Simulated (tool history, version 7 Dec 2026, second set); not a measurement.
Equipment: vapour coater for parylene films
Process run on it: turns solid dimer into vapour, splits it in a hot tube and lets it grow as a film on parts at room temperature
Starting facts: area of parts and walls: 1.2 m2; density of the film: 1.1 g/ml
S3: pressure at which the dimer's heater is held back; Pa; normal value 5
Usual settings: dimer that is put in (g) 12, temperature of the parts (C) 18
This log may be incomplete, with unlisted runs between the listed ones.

Run 1, hour 0: usual settings. Result: thickness of the film (nm) 4780.
Run 2, hour 17: usual settings. Result: thickness of the film (nm) 4740.
Run 3, hour 46.2: usual settings. Result: thickness of the film (nm) 4840.
Run 4, hour 64.7: usual settings. Result: thickness of the film (nm) 4750.
Run 5, hour 80.2: usual settings. Result: thickness of the film (nm) 4780.
Run 6, hour 105.5: usual settings but dimer that is put in (g) 16. Result: thickness of the film (nm) 6360.
Run 7, hour 129.8: usual settings but temperature of the parts (C) 13. Result: thickness of the film (nm) 5760.
Run 8, hour 160.8: usual settings but temperature of the parts (C) 13. Result: thickness of the film (nm) 5740.
Run 9, hour 175.7: usual settings but temperature of the parts (C) 13. Result: thickness of the film (nm) 5730.
Run 10, hour 206.5: usual settings. Result: thickness of the film (nm) 4630.
Run 11, hour 222.9: usual settings. Result: thickness of the film (nm) 4660.
Run 12, hour 240.1: usual settings. Result: thickness of the film (nm) 4640.
Run 13, hour 257.7: usual settings. Result: thickness of the film (nm) 4560.
Run 14, hour 286.9: usual settings. Result: thickness of the film (nm) 4580.
Run 15, hour 308.5: usual settings. Result: thickness of the film (nm) 4610.
Run 16, hour 330.9: usual settings. Result: thickness of the film (nm) 4570.
Run 17, hour 348.6: usual settings but S3 9.68 Pa. Result: thickness of the film (nm) 4010.
Run 18, hour 363.5: usual settings. Result: thickness of the film (nm) 4520.
Run 19, hour 380.7: usual settings. Result: thickness of the film (nm) 4510.
Run 20, hour 398.9: usual settings. Result: thickness of the film (nm) 4480.
Run 21, hour 422.1: usual settings but S3 2.89 Pa. Result: thickness of the film (nm) 4910.
Run 22, hour 448.1: usual settings but S3 2.89 Pa. Result: thickness of the film (nm) 4880.
Run 23, hour 463.2: usual settings but S3 2.89 Pa. Result: thickness of the film (nm) 4890.
Run 24, hour 483.2: usual settings but dimer that is put in (g) 5, S3 2.89 Pa. Result: thickness of the film (nm) 2050.
Run 25, hour 502.2: usual settings but dimer that is put in (g) 5, S3 2.89 Pa. Result: thickness of the film (nm) 2020.
Run 26, hour 535.5: usual settings but dimer that is put in (g) 10, S3 7.56 Pa. Result: thickness of the film (nm) 3400.
Run 27, hour 559.7: usual settings but dimer that is put in (g) 6, temperature of the parts (C) 11, S3 3.28 Pa. Result: thickness of the film (nm) 3110.
Run 28, hour 579.3: usual settings but dimer that is put in (g) 19, temperature of the parts (C) 13, S3 6.82 Pa. Result: thickness of the film (nm) 7960.
Run 29, hour 599.8: usual settings but dimer that is put in (g) 10, S3 5.71 Pa. Result: thickness of the film (nm) 3550.
Run 30, hour 626.8: usual settings but dimer that is put in (g) 10, S3 5.71 Pa. Result: thickness of the film (nm) 3530.
At hour 637.3: trap's valve overhauled.
Run 31, hour 659.9: usual settings but dimer that is put in (g) 7, temperature of the parts (C) 24, S3 11.05 Pa. Result: thickness of the film (nm) 2070.
Run 32, hour 675.8: usual settings but dimer that is put in (g) 11, temperature of the parts (C) 24, S3 6.17 Pa. Result: thickness of the film (nm) 3500.
Run 33, hour 709.8: usual settings but dimer that is put in (g) 10. Result: thickness of the film (nm) 4200.
Run 34, hour 726.9: usual settings but dimer that is put in (g) 10. Result: thickness of the film (nm) 4230.
Run 35, hour 746: usual settings but dimer that is put in (g) 10. Result: thickness of the film (nm) 4170.
Run 36, hour 765.2: usual settings but dimer that is put in (g) 10. Result: thickness of the film (nm) 4180.
Run 37, hour 791.5: usual settings but dimer that is put in (g) 7, S3 6.99 Pa. Result: thickness of the film (nm) 2710.
At hour 824.8: table's thermometer calibrated.
Run 38, hour 824.8: usual settings but dimer that is put in (g) 10, S3 10.36 Pa. Result: thickness of the film (nm) 3580.
Run 39, hour 851.5: usual settings but dimer that is put in (g) 5, temperature of the parts (C) 22, S3 10.36 Pa. Result: thickness of the film (nm) 1500.
Run 40, hour 873.5: usual settings but dimer that is put in (g) 5, temperature of the parts (C) 22, S3 10.36 Pa. Result: thickness of the film (nm) 1520.
Run 41, hour 892.8: usual settings. Result: thickness of the film (nm) 4800.
Run 42, hour 917.4: usual settings but dimer that is put in (g) 5, S3 9.85 Pa. Result: thickness of the film (nm) 1760.
Run 43, hour 932.5: usual settings but dimer that is put in (g) 5, S3 9.85 Pa. Result: thickness of the film (nm) 1730.
Run 44, hour 955.7: usual settings but temperature of the parts (C) 26. Result: thickness of the film (nm) 3420.
Run 45, hour 987: usual settings but temperature of the parts (C) 26. Result: thickness of the film (nm) 3410.
Run 46, hour 1001.5: usual settings but dimer that is put in (g) 6, S3 10.1 Pa. Result: thickness of the film (nm) 2070.

Below are 5 alternative next runs, each starting from the tool's condition after run 46. Predict each:
Run A, hour 1024.8: usual settings but dimer that is put in (g) 6, temperature of the parts (C) 25, S3 5.52 Pa. Result: thickness of the film (nm) ?.
Run B, hour 1024.8: usual settings but dimer that is put in (g) 6, temperature of the parts (C) 15, S3 10.1 Pa. Result: thickness of the film (nm) ?.
Run C, hour 1024.8: usual settings but dimer that is put in (g) 6, temperature of the parts (C) 29, S3 10.1 Pa. Result: thickness of the film (nm) ?.
Run D, hour 1024.8: usual settings but dimer that is put in (g) 11, temperature of the parts (C) 12, S3 5.12 Pa. Result: thickness of the film (nm) ?.
Run E, hour 1024.8: usual settings but dimer that is put in (g) 17, temperature of the parts (C) 19, S3 2.46 Pa. Result: thickness of the film (nm) ?.

run  thickness of the film (nm)
  A                        1740
  B                        2340
  C                        1340
  D                        5490
  E                        7270
Without the tool's hidden state the same runs would have given:
run  thickness of the film (nm)
  A                        1860
  B                        2510
  C                        1440
  D                        5890
  E                        7800
